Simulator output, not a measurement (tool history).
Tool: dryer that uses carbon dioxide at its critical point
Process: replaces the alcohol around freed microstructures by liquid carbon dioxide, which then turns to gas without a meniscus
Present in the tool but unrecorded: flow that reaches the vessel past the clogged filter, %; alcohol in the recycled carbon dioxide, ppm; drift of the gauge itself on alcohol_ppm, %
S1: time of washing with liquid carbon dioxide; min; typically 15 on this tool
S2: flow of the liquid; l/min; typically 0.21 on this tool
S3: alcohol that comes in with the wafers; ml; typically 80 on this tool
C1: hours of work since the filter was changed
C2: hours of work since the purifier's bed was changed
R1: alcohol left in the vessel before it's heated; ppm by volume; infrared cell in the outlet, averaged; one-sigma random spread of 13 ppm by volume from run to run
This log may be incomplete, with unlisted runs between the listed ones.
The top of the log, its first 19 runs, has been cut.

run   hour  S1     S2  S3  C1   C2    R1
 20  250.1  15   0.21  80   8  152   786
 21  265.9  15   0.21  25  15  159   266
 22  279.1  15   0.21  25  22  166   282
 23  292.7  16   0.21  80  28  173   601
 24  299.8  16   0.21  80  32  176   614
 25  311.4  16   0.21  80  38  182   629
 26  322.9  16   0.21  80  43  187   649
 27  331.2  18  0.156  70  47  191  1445
 28  342.4  18   0.21  81  53  197   351
 29  355.1  21  0.133  81  59  203  1850

Forecast run 30:
 30  365.4  21  0.133  81  64  208   ?

R1: 1884 ppm by volume
The same run, on a tool lacking any hidden state, would have yielded R1 1559 ppm by volume.
